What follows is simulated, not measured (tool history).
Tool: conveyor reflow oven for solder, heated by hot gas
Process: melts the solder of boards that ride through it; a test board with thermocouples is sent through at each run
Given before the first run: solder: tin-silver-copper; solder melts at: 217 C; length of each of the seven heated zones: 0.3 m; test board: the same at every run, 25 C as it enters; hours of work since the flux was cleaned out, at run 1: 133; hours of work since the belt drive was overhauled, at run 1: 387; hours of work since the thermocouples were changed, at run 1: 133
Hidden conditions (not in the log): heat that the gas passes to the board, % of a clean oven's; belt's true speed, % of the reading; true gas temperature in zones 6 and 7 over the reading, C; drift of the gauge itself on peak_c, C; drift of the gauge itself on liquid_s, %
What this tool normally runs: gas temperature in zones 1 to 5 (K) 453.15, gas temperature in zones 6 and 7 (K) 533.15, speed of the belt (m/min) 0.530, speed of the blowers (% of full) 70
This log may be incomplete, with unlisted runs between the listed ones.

| run | hour | gas temperature in zones 1 to 5 (K) | gas temperature in zones 6 and 7 (K) | speed of the belt (m/min) | speed of the blowers (% of full) | hours of work since the flux was cleaned out | hours of work since the belt drive was overhauled | hours of work since the thermocouples were changed | highest temperature of the board (K) | time above the solder's melting point (s) |
|---|---|---|---|---|---|---|---|---|---|---|
| 1 | 0.0 | 453.15 | 533.15 | 0.530 | 70 | 133 | 387 | 133 | 519.95 | 49.5 |
| 2 | 66.4 | 453.15 | 533.15 | 0.530 | 70 | 184 | 438 | 184 | 519.65 | 49.6 |
| 3 | 118.6 | 453.15 | 533.15 | 0.530 | 70 | 225 | 478 | 225 | 519.75 | 49.4 |
| 4 | 156.3 | 453.15 | 533.15 | 0.530 | 70 | 254 | 508 | 254 | 519.55 | 49.5 |
| 5 | 221.2 | 453.15 | 533.15 | 0.530 | 70 | 304 | 557 | 304 | 519.35 | 49.4 |
| 6 | 295.6 | 453.15 | 533.15 | 0.530 | 70 | 361 | 615 | 361 | 519.25 | 49.2 |
| 7 | 346.9 | 453.15 | 533.15 | 0.530 | 70 | 401 | 654 | 401 | 519.25 | 49.2 |
|  | 367.7 | flux residue cleaned out of gas plates and filters |
| 8 | 400.5 | 453.15 | 533.15 | 0.530 | 70 | 25 | 692 | 438 | 518.55 | 48.7 |
| 9 | 457.8 | 453.15 | 533.15 | 0.530 | 70 | 69 | 736 | 482 | 518.65 | 48.6 |
| 10 | 508.4 | 465.15 | 533.15 | 0.530 | 70 | 108 | 775 | 521 | 520.75 | 55.2 |
| 11 | 564.3 | 449.15 | 533.15 | 0.530 | 70 | 152 | 818 | 564 | 517.65 | 46.2 |
|  | 586.9 | flux residue cleaned out of gas plates and filters, once more |
| 12 | 628.7 | 449.15 | 533.15 | 0.530 | 70 | 32 | 864 | 610 | 520.55 | 49.3 |
| 13 | 691.9 | 466.15 | 541.15 | 0.530 | 70 | 81 | 913 | 659 | 529.95 | 61.7 |
|  | 732.6 | belt drive overhauled, speed set with a stopwatch |
| 14 | 753.0 | 466.15 | 522.15 | 0.530 | 73 | 125 | 16 | 703 | 513.25 | 50.4 |
| 15 | 797.1 | 449.15 | 522.15 | 0.530 | 72 | 159 | 50 | 737 | 510.35 | 39.6 |
| 16 | 868.7 | 449.15 | 522.15 | 0.530 | 72 | 214 | 105 | 792 | 510.15 | 39.6 |
| 17 | 917.7 | 457.15 | 527.15 | 0.530 | 72 | 252 | 143 | 830 | 515.85 | 48.1 |
| 18 | 992.5 | 457.15 | 527.15 | 0.530 | 72 | 310 | 200 | 887 | 515.75 | 47.8 |
| 19 | 1028.3 | 457.15 | 539.15 | 0.530 | 72 | 337 | 228 | 915 | 526.15 | 55.1 |

What if the next run were any one of these 4? Each begins from the tool's condition after run 19:
| A | 1063.7 | 444.15 | 526.15 | 0.530 | 69 | 364 | 255 | 942 | ? | ? |
| B | 1063.7 | 447.15 | 539.15 | 0.530 | 72 | 364 | 255 | 942 | ? | ? |
| C | 1063.7 | 444.15 | 533.15 | 0.530 | 71 | 364 | 255 | 942 | ? | ? |
| D | 1063.7 | 442.15 | 533.15 | 0.538 | 84 | 364 | 255 | 942 | ? | ? |

| run | highest temperature of the board (K) | time above the solder's melting point (s) |
|---|---|---|
| A | 511.75 | 38.9 |
| B | 523.95 | 50.2 |
| C | 518.25 | 44.8 |
| D | 519.35 | 45.0 |
Had the tool no hidden state, the same runs would have come out as:
| run | highest temperature of the board (K) | time above the solder's melting point (s) |
|---|---|---|
| A | 512.05 | 39.7 |
| B | 524.35 | 50.7 |
| C | 518.65 | 45.5 |
| D | 519.85 | 45.7 |

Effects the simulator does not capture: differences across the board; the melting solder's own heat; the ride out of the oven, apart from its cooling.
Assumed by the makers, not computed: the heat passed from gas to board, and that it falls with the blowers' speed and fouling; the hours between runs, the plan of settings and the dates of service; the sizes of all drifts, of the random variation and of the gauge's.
